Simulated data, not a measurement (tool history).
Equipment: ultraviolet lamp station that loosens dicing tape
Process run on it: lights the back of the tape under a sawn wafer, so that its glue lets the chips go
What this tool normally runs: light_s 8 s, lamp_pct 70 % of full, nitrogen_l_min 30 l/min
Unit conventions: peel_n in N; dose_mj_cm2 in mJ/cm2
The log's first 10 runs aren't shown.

| run | hour | light_s | lamp_pct | nitrogen_l_min | hours of work of the lamp | hours of work since the window was cleaned | peel_n | dose_mj_cm2 |
|---|---|---|---|---|---|---|---|---|
| 11 | 560.4 | 8 | 70 | 30 | 165 | 72 | 0.406 | 508 |
| 12 | 618.9 | 8 | 70 | 30 | 196 | 103 | 0.411 | 508 |
| 13 | 698.1 | 5 | 70 | 30 | 238 | 145 | 1.177 | 313 |
| 14 | 748.7 | 5 | 70 | 30 | 265 | 171 | 1.131 | 317 |
| 15 | 818 | 5 | 70 | 30 | 302 | 208 | 1.198 | 318 |
| 16 | 867.2 | 5 | 70 | 30 | 328 | 234 | 1.22 | 314 |
| 17 | 917.2 | 5 | 70 | 19 | 355 | 261 | 1.621 | 317 |
|  | 935.6 | window cleaned of glue's vapour |
| 18 | 979.2 | 8 | 84 | 9 | 387 | 23 | 0.85 | 606 |
| 19 | 1014.8 | 8 | 84 | 9 | 406 | 42 | 0.885 | 604 |
| 20 | 1049.6 | 8 | 84 | 9 | 424 | 60 | 0.857 | 609 |
| 21 | 1126.6 | 8 | 84 | 9 | 465 | 101 | 0.83 | 612 |
| 22 | 1192.6 | 6 | 84 | 45 | 500 | 136 | 0.355 | 458 |
| 23 | 1239.4 | 6 | 84 | 45 | 525 | 161 | 0.352 | 459 |
| 24 | 1312.6 | 4 | 75 | 17 | 564 | 200 | 2.135 | 271 |
| 25 | 1365.9 | 4 | 75 | 17 | 592 | 228 | 2.079 | 271 |
| 26 | 1410.4 | 4 | 75 | 17 | 616 | 252 | 2.163 | 271 |
|  | 1445.6 | window cleaned of glue's vapour |
| 27 | 1453.7 | 8 | 67 | 57 | 638 | 4 | 0.251 | 481 |
| 28 | 1503.2 | 8 | 93 | 57 | 665 | 31 | 0.117 | 681 |
| 29 | 1577 | 14 | 77 | 54 | 704 | 70 | 0.081 | 970 |
| 30 | 1629.9 | 16 | 76 | 59 | 732 | 98 | 0.087 | 1101 |
| 31 | 1701.1 | 16 | 76 | 59 | 770 | 135 | 0.086 | 1103 |

Here are 4 independent what-if runs from the current tool condition. What would each one return?
| A | 1753.9 | 16 | 63 | 14 | 798 | 163 | ? | ? |
| B | 1753.9 | 5 | 80 | 21 | 798 | 163 | ? | ? |
| C | 1753.9 | 8 | 70 | 40 | 798 | 163 | ? | ? |
| D | 1753.9 | 6 | 63 | 28 | 798 | 163 | ? | ? |

| run | peel_n | dose_mj_cm2 |
|---|---|---|
| A | 0.188 | 913 |
| B | 1.18 | 360 |
| C | 0.322 | 514 |
| D | 1.063 | 345 |
Without the tool's unlogged condition, the same runs would have read:
| run | peel_n | dose_mj_cm2 |
|---|---|---|
| A | 0.187 | 915 |
| B | 1.174 | 361 |
| C | 0.319 | 515 |
| D | 1.057 | 346 |
